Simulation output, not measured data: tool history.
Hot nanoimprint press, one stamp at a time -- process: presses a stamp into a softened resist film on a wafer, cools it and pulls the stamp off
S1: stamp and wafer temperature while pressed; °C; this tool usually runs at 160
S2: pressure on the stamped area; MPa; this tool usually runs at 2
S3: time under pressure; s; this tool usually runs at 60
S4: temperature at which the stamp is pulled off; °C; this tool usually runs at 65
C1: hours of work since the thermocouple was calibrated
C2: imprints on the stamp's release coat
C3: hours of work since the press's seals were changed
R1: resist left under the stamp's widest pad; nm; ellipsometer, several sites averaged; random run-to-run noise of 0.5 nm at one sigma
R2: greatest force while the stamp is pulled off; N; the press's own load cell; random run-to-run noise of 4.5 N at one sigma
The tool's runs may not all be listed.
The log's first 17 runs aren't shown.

run    hour   S1    S2  S3  S4   C1    C2   C3     R1   R2
 18  1071.1  160  1.49  60  65  118  1919  204  116.3  294
 19  1121.2  171  1.39  60  59  139  2065  225   80.6  323
 20  1199.6  150  1.58  47  53  171  2294  257  170.1  340
     1243.1  -- stamp cleaned and given a new release coat
 21  1271.2  159  2.47  47  53  198    82  284  103.6  252
 22  1324.9  164  1.99  47  71  220   239  306   95.1  220
 23  1378.6  160  1.66  60  62  242   396  328  108.9  241
 24  1457.4  160   1.4  43  58  274   626  360  131.5  260
 25  1501.1  169  3.07  43  58  292   753  378   65.6  262
 26  1557.3  160  1.65  60  58  315   918  401  109.5  259
 27  1606.6  160  1.65  60  58  335  1061  421  108.8  270
 28  1674.6  160  1.65  60  58  363  1260  449  109.5  275
 29  1731.2  160  2.07  60  65  386  1425  472   97.3  264

Predict the results of run 30:
 30  1782.5  160  2.07  60  65  407  1575  493   ?   ?

{"run 30": {"R1": 97.9, "R2": 279}}
Had the tool carried no hidden state, the very same run would have given R1 99.7 nm, R2 220 N.
